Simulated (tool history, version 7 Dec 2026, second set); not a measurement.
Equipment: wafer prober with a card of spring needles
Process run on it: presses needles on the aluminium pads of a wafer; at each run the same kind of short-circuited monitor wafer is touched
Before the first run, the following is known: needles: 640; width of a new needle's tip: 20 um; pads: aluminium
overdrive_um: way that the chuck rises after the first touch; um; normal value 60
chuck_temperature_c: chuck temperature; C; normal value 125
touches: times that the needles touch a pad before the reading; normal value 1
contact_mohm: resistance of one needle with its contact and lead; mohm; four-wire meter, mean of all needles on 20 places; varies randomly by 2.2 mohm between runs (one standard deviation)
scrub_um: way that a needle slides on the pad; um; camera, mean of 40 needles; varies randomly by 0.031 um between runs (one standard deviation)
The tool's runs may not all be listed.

{"run": 1, "hour": 0.0, "overdrive_um": 60, "chuck_temperature_c": 125, "touches": 1, "contact_mohm": 344, "scrub_um": 7.64}
{"hour": 12.9, "done": "tips cleaned on abrasive film"}
{"run": 2, "hour": 41.5, "overdrive_um": 60, "chuck_temperature_c": 125, "touches": 1, "contact_mohm": 341, "scrub_um": 7.63}
{"hour": 53.5, "done": "tips cleaned on abrasive film"}
{"run": 3, "hour": 77.7, "overdrive_um": 71, "chuck_temperature_c": 125, "touches": 1, "contact_mohm": 314, "scrub_um": 9.02}
{"hour": 93.6, "done": "tips cleaned on abrasive film"}
{"run": 4, "hour": 104.5, "overdrive_um": 71, "chuck_temperature_c": 125, "touches": 1, "contact_mohm": 289, "scrub_um": 9.0}
{"hour": 127.6, "done": "height of the first contact set anew"}
{"hour": 131.2, "done": "tips cleaned on abrasive film"}
{"run": 5, "hour": 133.7, "overdrive_um": 60, "chuck_temperature_c": 125, "touches": 3, "contact_mohm": 247, "scrub_um": 7.72}
{"run": 6, "hour": 156.2, "overdrive_um": 60, "chuck_temperature_c": 125, "touches": 3, "contact_mohm": 280, "scrub_um": 7.74}
{"hour": 171.4, "done": "tips cleaned on abrasive film"}
{"run": 7, "hour": 177.7, "overdrive_um": 60, "chuck_temperature_c": 125, "touches": 1, "contact_mohm": 300, "scrub_um": 7.69}
{"hour": 211.5, "done": "tips cleaned on abrasive film"}
{"run": 8, "hour": 215.7, "overdrive_um": 60, "chuck_temperature_c": 125, "touches": 1, "contact_mohm": 284, "scrub_um": 7.64}
{"run": 9, "hour": 246.0, "overdrive_um": 68, "chuck_temperature_c": 125, "touches": 1, "contact_mohm": 318, "scrub_um": 8.66}
{"hour": 250.6, "done": "tips cleaned on abrasive film"}
{"run": 10, "hour": 282.2, "overdrive_um": 68, "chuck_temperature_c": 83, "touches": 1, "contact_mohm": 318, "scrub_um": 8.73}
{"hour": 289.5, "done": "tips cleaned on abrasive film"}
{"run": 11, "hour": 309.1, "overdrive_um": 70, "chuck_temperature_c": 32, "touches": 2, "contact_mohm": 266, "scrub_um": 8.98}
{"hour": 328.4, "done": "tips cleaned on abrasive film"}
{"run": 12, "hour": 345.2, "overdrive_um": 60, "chuck_temperature_c": 29, "touches": 2, "contact_mohm": 278, "scrub_um": 7.71}
{"hour": 365.5, "done": "tips cleaned on abrasive film"}
{"run": 13, "hour": 384.0, "overdrive_um": 72, "chuck_temperature_c": 29, "touches": 2, "contact_mohm": 264, "scrub_um": 9.23}
{"hour": 403.8, "done": "tips cleaned on abrasive film"}
{"run": 14, "hour": 421.6, "overdrive_um": 60, "chuck_temperature_c": 30, "touches": 2, "contact_mohm": 282, "scrub_um": 7.64}
{"hour": 442.7, "done": "tips cleaned on abrasive film"}
{"run": 15, "hour": 461.5, "overdrive_um": 46, "chuck_temperature_c": 125, "touches": 1, "contact_mohm": 407, "scrub_um": 5.82}
{"hour": 481.5, "done": "tips cleaned on abrasive film"}
{"run": 16, "hour": 496.7, "overdrive_um": 63, "chuck_temperature_c": 42, "touches": 2, "contact_mohm": 276, "scrub_um": 8.02}
{"hour": 519.5, "done": "tips cleaned on abrasive film"}
{"run": 17, "hour": 537.0, "overdrive_um": 64, "chuck_temperature_c": 78, "touches": 1, "contact_mohm": 307, "scrub_um": 8.1}
{"hour": 557.4, "done": "tips cleaned on abrasive film"}
{"run": 18, "hour": 565.3, "overdrive_um": 64, "chuck_temperature_c": 78, "touches": 1, "contact_mohm": 290, "scrub_um": 8.08}
{"run": 19, "hour": 584.6, "overdrive_um": 58, "chuck_temperature_c": 83, "touches": 3, "contact_mohm": 276, "scrub_um": 7.36}

Below are 5 alternative next runs, each starting from the tool's condition after run 19. Predict each:
{"hour": 596.2, "done": "tips cleaned on abrasive film"}
{"run": "A", "hour": 621.2, "overdrive_um": 49, "chuck_temperature_c": 41, "touches": 2, "contact_mohm": "?", "scrub_um": "?"}
{"hour": 596.2, "done": "tips cleaned on abrasive film"}
{"run": "B", "hour": 621.2, "overdrive_um": 47, "chuck_temperature_c": 46, "touches": 3, "contact_mohm": "?", "scrub_um": "?"}
{"hour": 596.2, "done": "tips cleaned on abrasive film"}
{"run": "C", "hour": 621.2, "overdrive_um": 70, "chuck_temperature_c": 77, "touches": 1, "contact_mohm": "?", "scrub_um": "?"}
{"hour": 596.2, "done": "tips cleaned on abrasive film"}
{"run": "D", "hour": 621.2, "overdrive_um": 58, "chuck_temperature_c": 83, "touches": 3, "contact_mohm": "?", "scrub_um": "?"}
{"hour": 596.2, "done": "tips cleaned on abrasive film"}
{"run": "E", "hour": 621.2, "overdrive_um": 54, "chuck_temperature_c": 125, "touches": 2, "contact_mohm": "?", "scrub_um": "?"}

run=A contact_mohm=336 scrub_um=6.15
run=B contact_mohm=296 scrub_um=5.92
run=C contact_mohm=310 scrub_um=8.78
run=D contact_mohm=272 scrub_um=7.28
run=E contact_mohm=322 scrub_um=6.82
The same runs, with their run-to-run variation unchanged, on a tool lacking any hidden condition would have given:
run=A contact_mohm=226 scrub_um=6.32
run=B contact_mohm=224 scrub_um=6.08
run=C contact_mohm=224 scrub_um=8.95
run=D contact_mohm=227 scrub_um=7.45
run=E contact_mohm=242 scrub_um=6.98
